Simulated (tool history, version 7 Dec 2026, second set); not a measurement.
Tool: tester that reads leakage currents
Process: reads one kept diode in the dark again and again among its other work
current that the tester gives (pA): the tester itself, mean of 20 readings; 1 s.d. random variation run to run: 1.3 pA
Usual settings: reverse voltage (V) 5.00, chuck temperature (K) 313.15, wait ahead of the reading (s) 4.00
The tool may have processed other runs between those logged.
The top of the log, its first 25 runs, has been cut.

| run | hour | reverse voltage (V) | chuck temperature (K) | wait ahead of the reading (s) | hours of work since the probe card was cleaned | hours of work since the tester was calibrated | hours of work since the chuck was calibrated | current that the tester gives (pA) |
|---|---|---|---|---|---|---|---|---|
| 26 | 1389.2 | 1.52 | 319.15 | 1.51 | 3293 | 1227 | 400 | 413.44 |
| 27 | 1432.7 | 5.00 | 297.15 | 7.09 | 3326 | 1260 | 433 | 108.63 |
| 28 | 1468.4 | 15.34 | 306.15 | 3.87 | 3353 | 1287 | 461 | 328.81 |
| 29 | 1508.3 | 1.04 | 313.15 | 4.00 | 3384 | 1318 | 491 | 225.23 |
|  | 1544.5 | chuck's temperature calibrated |
| 30 | 1551.4 | 1.04 | 313.15 | 4.00 | 3415 | 1349 | 5 | 258.67 |
| 31 | 1628.0 | 1.04 | 313.15 | 4.00 | 3474 | 1407 | 64 | 253.48 |
| 32 | 1667.5 | 5.00 | 301.15 | 4.00 | 3504 | 1438 | 94 | 166.25 |
| 33 | 1734.2 | 2.53 | 295.15 | 2.88 | 3555 | 1489 | 145 | 79.04 |
| 34 | 1781.6 | 3.93 | 298.15 | 8.14 | 3591 | 1525 | 181 | 117.22 |
| 35 | 1842.4 | 3.93 | 298.15 | 5.64 | 3638 | 1571 | 228 | 116.17 |
| 36 | 1909.7 | 3.93 | 298.15 | 5.64 | 3689 | 1623 | 279 | 114.61 |
| 37 | 1942.6 | 5.00 | 313.15 | 4.00 | 3714 | 1648 | 304 | 398.84 |
| 38 | 2003.9 | 5.00 | 313.15 | 4.00 | 3761 | 1695 | 351 | 395.88 |
| 39 | 2070.3 | 2.92 | 307.15 | 2.00 | 3812 | 1746 | 402 | 204.33 |

Forecast each of these 3 alternatives for the next run:
| A | 2109.7 | 7.75 | 313.15 | 4.00 | 3842 | 1776 | 432 | ? |
| B | 2109.7 | 5.00 | 301.15 | 4.00 | 3842 | 1776 | 432 | ? |
| C | 2109.7 | 2.92 | 294.15 | 0.68 | 3842 | 1776 | 432 | ? |

| run | current that the tester gives (pA) |
|---|---|
| A | 448.55 |
| B | 153.28 |
| C | 72.28 |
The same runs, with their run-to-run variation unchanged, on a tool lacking any hidden condition would have given:
| run | current that the tester gives (pA) |
|---|---|
| A | 478.42 |
| B | 159.11 |
| C | 74.00 |
